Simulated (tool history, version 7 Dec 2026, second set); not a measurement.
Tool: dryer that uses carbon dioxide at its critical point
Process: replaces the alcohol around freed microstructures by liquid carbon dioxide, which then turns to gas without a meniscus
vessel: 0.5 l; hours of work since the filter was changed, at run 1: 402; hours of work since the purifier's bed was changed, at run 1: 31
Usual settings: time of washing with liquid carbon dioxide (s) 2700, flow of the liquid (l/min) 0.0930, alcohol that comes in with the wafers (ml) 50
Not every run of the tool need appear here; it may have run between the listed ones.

run	hour	time of washing with liquid carbon dioxide (s)	flow of the liquid (l/min)	alcohol that comes in with the wafers (ml)	hours of work since the filter was changed	hours of work since the purifier's bed was changed	alcohol left in the vessel before it's heated (ppm by volume)
1	0.0	2700	0.0930	50	402	31	277
2	12.8	2700	0.0930	50	407	36	274
3	26.2	2700	0.0930	50	412	41	284
4	37.5	2700	0.0930	50	416	45	276
5	48.2	3420	0.0930	50	420	49	76
6	58.6	3420	0.0930	50	424	52	77
7	70.2	3420	0.0930	50	428	56	83
8	84.6	3420	0.0930	50	433	62	71
9	92.3	3420	0.0930	50	436	64	77
10	107.0	4080	0.0930	50	441	70	44
11	121.4	4080	0.1043	50	446	75	34
12	135.4	4080	0.1043	50	451	80	33
13	146.8	4080	0.1043	50	455	84	34
14	157.4	4080	0.1043	50	459	88	34
15	169.4	2700	0.0930	50	463	92	307
16	177.9	2700	0.0930	50	466	95	296
17	192.2	2700	0.0930	50	472	100	301
18	206.8	2700	0.0930	50	477	106	300
19	220.8	2700	0.0930	50	482	111	312
20	230.3	2700	0.0930	32	485	114	228
21	239.2	2700	0.0930	61	488	117	383
22	254.2	2700	0.0930	61	494	123	371
23	263.2	2700	0.0930	61	497	126	369
24	270.7	2700	0.0930	61	500	128	389
25	279.0	3720	0.0930	40	503	131	71
26	286.0	3360	0.1478	99	505	134	52
27	300.6	4080	0.1087	78	511	139	50
28	313.3	3300	0.1266	50	515	144	55
29	323.9	3300	0.1281	22	519	148	49
30	335.0	3300	0.1281	42	523	152	56
31	347.9	3300	0.1281	42	528	156	51
32	362.0	4080	0.0930	120	533	161	79
33	373.2	4080	0.0930	120	537	165	91
34	386.5	4080	0.0945	30	541	170	65
35	394.5	4080	0.0945	30	544	173	61
36	405.2	3480	0.0594	77	548	177	1171
37	417.9	3480	0.1327	37	553	181	51
38	429.1	3480	0.1327	37	557	185	61
39	440.2	2700	0.0902	32	561	189	279
40	447.3	2280	0.0805	32	563	192	941
41	453.8	2280	0.0805	32	566	194	934
42	466.0	2400	0.1271	42	570	199	146
43	477.1	3720	0.0930	24	574	203	83
44	488.7	2520	0.1390	83	578	207	123
45	500.3	3180	0.0779	29	582	211	242
# hour 506.0: inlet filter changed
46	510.4	2760	0.0910	50	2	214	280
47	523.5	2760	0.0910	25	6	219	167

Run 48 comes next. What will it give?
48	536.9	2700	0.0756	99	11	224	?

alcohol left in the vessel before it's heated (ppm by volume): 1308
Minus the tool's unlogged condition, the same run would have read alcohol left in the vessel before it's heated (ppm by volume) 1233.
